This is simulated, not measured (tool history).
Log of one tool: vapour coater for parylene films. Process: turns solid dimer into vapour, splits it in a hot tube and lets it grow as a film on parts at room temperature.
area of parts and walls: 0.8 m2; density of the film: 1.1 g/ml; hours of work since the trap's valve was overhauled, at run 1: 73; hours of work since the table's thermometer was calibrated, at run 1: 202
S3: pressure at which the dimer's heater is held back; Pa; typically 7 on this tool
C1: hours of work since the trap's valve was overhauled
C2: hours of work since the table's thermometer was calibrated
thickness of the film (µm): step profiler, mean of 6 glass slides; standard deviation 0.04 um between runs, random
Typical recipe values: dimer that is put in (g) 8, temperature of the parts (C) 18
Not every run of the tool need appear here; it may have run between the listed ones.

Run 1, hour 0: usual settings; C1 73; C2 202. Result: thickness of the film (µm) 4.
Run 2, hour 20.3: usual settings; C1 85; C2 214. Result: thickness of the film (µm) 4.02.
Run 3, hour 48.3: usual settings; C1 102; C2 231. Result: thickness of the film (µm) 4.03.
Run 4, hour 82.1: usual settings; C1 123; C2 251. Result: thickness of the film (µm) 3.97.
Run 5, hour 106.5: usual settings; C1 137; C2 266. Result: thickness of the film (µm) 3.95.
Run 6, hour 152.1: usual settings; C1 165; C2 294. Result: thickness of the film (µm) 3.91.
Run 7, hour 185.6: usual settings; C1 185; C2 314. Result: thickness of the film (µm) 3.85.
Run 8, hour 232.2: usual settings; C1 214; C2 342. Result: thickness of the film (µm) 3.81.
At hour 275.2: trap's valve overhauled.
Run 9, hour 275.2: usual settings; C1 0; C2 366. Result: thickness of the film (µm) 4.22.
Run 10, hour 312.2: usual settings; C1 22; C2 389. Result: thickness of the film (µm) 4.13.
Run 11, hour 344.3: usual settings; C1 42; C2 408. Result: thickness of the film (µm) 4.13.
Run 12, hour 383.6: usual settings but dimer that is put in (g) 9; C1 66; C2 432. Result: thickness of the film (µm) 4.63.
Run 13, hour 416.4: usual settings; C1 86; C2 452. Result: thickness of the film (µm) 4.1.
Run 14, hour 443.7: usual settings; C1 102; C2 468. Result: thickness of the film (µm) 3.98.
Run 15, hour 472.8: usual settings but dimer that is put in (g) 10; C1 120; C2 486. Result: thickness of the film (µm) 4.95.
Run 16, hour 492.9: usual settings but dimer that is put in (g) 10; C1 132; C2 498. Result: thickness of the film (µm) 4.91.
Run 17, hour 533.1: usual settings but dimer that is put in (g) 7; C1 156; C2 522. Result: thickness of the film (µm) 3.41.
Run 18, hour 571.7: usual settings but dimer that is put in (g) 7; C1 180; C2 546. Result: thickness of the film (µm) 3.38.
Run 19, hour 603.9: usual settings but dimer that is put in (g) 12; C1 199; C2 565. Result: thickness of the film (µm) 5.63.
Run 20, hour 651.5: usual settings but S3 6.53 Pa; C1 228; C2 594. Result: thickness of the film (µm) 3.77.
At hour 670.8: trap's valve overhauled.
Run 21, hour 676.2: usual settings but temperature of the parts (C) 14, S3 11.38 Pa; C1 3; C2 607. Result: thickness of the film (µm) 4.54.
Run 22, hour 700.4: usual settings but temperature of the parts (C) 14, S3 11.38 Pa; C1 18; C2 621. Result: thickness of the film (µm) 4.42.
Run 23, hour 725.6: usual settings but temperature of the parts (C) 14, S3 11.38 Pa; C1 33; C2 637. Result: thickness of the film (µm) 4.36.
Run 24, hour 764.9: usual settings but temperature of the parts (C) 14, S3 11.38 Pa; C1 57; C2 661. Result: thickness of the film (µm) 4.39.
Run 25, hour 797.6: usual settings but S3 5.48 Pa; C1 77; C2 680. Result: thickness of the film (µm) 4.22.
Run 26, hour 829.2: usual settings but dimer that is put in (g) 9, temperature of the parts (C) 15; C1 96; C2 700. Result: thickness of the film (µm) 5.13.
Run 27, hour 858.4: usual settings but dimer that is put in (g) 9, temperature of the parts (C) 15; C1 114; C2 717. Result: thickness of the film (µm) 5.02.
Run 28, hour 882.6: usual settings but dimer that is put in (g) 9, temperature of the parts (C) 15, S3 4.25 Pa; C1 128; C2 732. Result: thickness of the film (µm) 5.5.
Run 29, hour 927.3: usual settings but temperature of the parts (C) 12, S3 2.16 Pa; C1 156; C2 759. Result: thickness of the film (µm) 6.54.
Run 30, hour 970.2: usual settings but dimer that is put in (g) 12, temperature of the parts (C) 25; C1 181; C2 785. Result: thickness of the film (µm) 4.19.
Run 31, hour 994.5: usual settings but dimer that is put in (g) 12, temperature of the parts (C) 25; C1 196; C2 800. Result: thickness of the film (µm) 4.12.
Run 32, hour 1033.4: usual settings but dimer that is put in (g) 4, temperature of the parts (C) 11, S3 2.1 Pa; C1 220; C2 823. Result: thickness of the film (µm) 3.28.
At hour 1065.6: trap's valve overhauled.
Run 33, hour 1073.3: usual settings but dimer that is put in (g) 7, S3 4.97 Pa; C1 5; C2 845. Result: thickness of the film (µm) 3.83.
Run 34, hour 1099.4: usual settings but dimer that is put in (g) 3, S3 2.32 Pa; C1 21; C2 861. Result: thickness of the film (µm) 1.92.
Run 35, hour 1121.6: usual settings but dimer that is put in (g) 3, S3 2.32 Pa; C1 34; C2 874. Result: thickness of the film (µm) 1.9.
Run 36, hour 1164.1: usual settings but dimer that is put in (g) 3, temperature of the parts (C) 21, S3 7.91 Pa; C1 60; C2 900. Result: thickness of the film (µm) 1.28.
Run 37, hour 1186.8: usual settings but dimer that is put in (g) 3, temperature of the parts (C) 19, S3 7.91 Pa; C1 73; C2 914. Result: thickness of the film (µm) 1.38.

Branching from run 37: 4 alternative next runs. What would each branch give?
Run A, hour 1233.4: usual settings but dimer that is put in (g) 3, temperature of the parts (C) 15, S3 7.91 Pa; C1 102; C2 942. Result: thickness of the film (µm) ?.
Run B, hour 1233.4: usual settings but dimer that is put in (g) 3, temperature of the parts (C) 12, S3 7.91 Pa; C1 102; C2 942. Result: thickness of the film (µm) ?.
Run C, hour 1233.4: usual settings but dimer that is put in (g) 3, temperature of the parts (C) 29, S3 7.91 Pa; C1 102; C2 942. Result: thickness of the film (µm) ?.
Run D, hour 1233.4: usual settings but dimer that is put in (g) 6; C1 102; C2 942. Result: thickness of the film (µm) ?.

run  thickness of the film (µm)
  A                        1.66
  B                        1.89
  C                        0.86
  D                        2.95
Without the tool's unlogged condition, the same runs would have read:
run  thickness of the film (µm)
  A                        1.81
  B                        2.06
  C                        0.94
  D                        3.22
